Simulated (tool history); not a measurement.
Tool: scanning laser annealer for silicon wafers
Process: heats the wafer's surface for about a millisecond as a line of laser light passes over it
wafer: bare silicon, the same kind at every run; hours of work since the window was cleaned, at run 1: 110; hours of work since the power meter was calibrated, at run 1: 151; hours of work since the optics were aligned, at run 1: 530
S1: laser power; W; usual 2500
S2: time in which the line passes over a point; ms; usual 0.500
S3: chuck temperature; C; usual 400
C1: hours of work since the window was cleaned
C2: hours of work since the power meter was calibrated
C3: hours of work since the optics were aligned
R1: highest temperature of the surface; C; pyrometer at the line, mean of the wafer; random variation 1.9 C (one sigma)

run,hour,S1,S2,S3,C1,C2,C3,R1
1,0.0,2500,0.500,400,110,151,530,1180
2,11.2,2500,0.500,400,115,156,535,1184
3,22.8,2500,0.457,400,120,161,540,1152
4,30.7,2500,0.457,400,124,165,544,1151
5,42.0,2500,0.457,400,129,170,549,1152
6,59.4,2500,0.500,400,137,178,557,1179
7,69.1,2500,0.500,400,141,182,561,1176
8,83.5,2500,0.500,400,148,189,568,1181
9,100.3,2500,0.500,400,155,197,575,1181
10,113.2,2500,0.525,400,161,203,581,1199
11,122.0,2500,0.525,400,165,207,585,1201
12,132.1,2500,0.525,400,170,211,590,1199
13,145.2,2517,0.573,391,176,217,596,1226
14,156.6,2284,0.409,394,181,222,601,1047
15,167.0,2234,0.579,362,186,227,606,1106
16,181.6,2234,0.579,362,193,234,613,1114
17,195.8,2263,0.500,400,199,240,619,1108
18,206.3,2290,0.491,410,204,245,624,1122
19,215.8,2290,0.491,410,208,249,628,1120
20,224.2,2549,0.500,412,212,253,632,1206
21,237.9,2200,0.500,400,218,260,638,1090
22,255.3,2200,0.500,400,226,268,646,1088
23,266.8,2200,0.500,405,232,273,652,1091

Forecast each of these 3 alternatives for the next run:
A,284.2,2738,0.389,400,240,281,660,?
B,284.2,2200,0.490,405,240,281,660,?
C,284.2,2410,0.357,430,240,281,660,?

run,R1
A,1161
B,1088
C,1080
Without the tool's hidden state the same runs would have given:
run,R1
A,1162
B,1088
C,1080
